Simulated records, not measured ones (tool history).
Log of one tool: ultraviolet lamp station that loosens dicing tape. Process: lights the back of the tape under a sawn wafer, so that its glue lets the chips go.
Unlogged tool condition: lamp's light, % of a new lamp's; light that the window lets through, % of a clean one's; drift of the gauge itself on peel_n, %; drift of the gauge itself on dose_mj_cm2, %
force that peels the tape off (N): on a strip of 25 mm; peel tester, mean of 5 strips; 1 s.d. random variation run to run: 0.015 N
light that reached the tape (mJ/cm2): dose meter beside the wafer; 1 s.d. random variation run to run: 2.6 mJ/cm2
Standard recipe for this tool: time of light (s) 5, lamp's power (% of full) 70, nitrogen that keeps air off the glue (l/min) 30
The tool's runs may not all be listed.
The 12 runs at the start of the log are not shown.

run	hour	time of light (s)	lamp's power (% of full)	nitrogen that keeps air off the glue (l/min)	hours of work of the lamp	hours of work since the window was cleaned	force that peels the tape off (N)	light that reached the tape (mJ/cm2)
13	388.7	5	70	30	938	181	1.398	235
14	433.5	3	70	30	966	208	3.287	139
# hour 447.6: window cleaned of glue's vapour
15	455.1	3	70	30	979	5	2.838	154
16	476.3	3	70	30	992	18	2.871	153
17	522.5	3	70	30	1020	46	2.815	151
18	543.8	3	70	30	1033	59	3.036	150
19	565.3	3	70	30	1047	73	3.011	146
20	592.1	5	70	30	1063	89	1.418	242
21	627.2	5	70	30	1085	111	1.403	238
22	666.6	5	69	16	1109	135	2.036	232
23	689.7	3	86	30	1123	149	2.585	170
24	717.1	3	86	30	1140	166	2.439	164
25	746	9	70	13	1158	184	0.784	410
26	767.2	4	70	13	1171	197	3.286	178
# hour 798.9: window cleaned of glue's vapour
27	806.3	3	83	25	1195	5	2.611	180
28	843.9	5	70	20	1218	28	1.605	245
29	883.3	3	70	16	1242	52	3.987	142

Run 30 has not been measured yet. What should we expect?
30	922.2	4	70	16	1266	76	?	?

{"run 30": {"force that peels the tape off (N)": 2.809, "light that reached the tape (mJ/cm2)": 188}}
Take away the tool's hidden state, keep the run-to-run variation as it was, and the same run would have given force that peels the tape off (N) 1.626, light that reached the tape (mJ/cm2) 263.

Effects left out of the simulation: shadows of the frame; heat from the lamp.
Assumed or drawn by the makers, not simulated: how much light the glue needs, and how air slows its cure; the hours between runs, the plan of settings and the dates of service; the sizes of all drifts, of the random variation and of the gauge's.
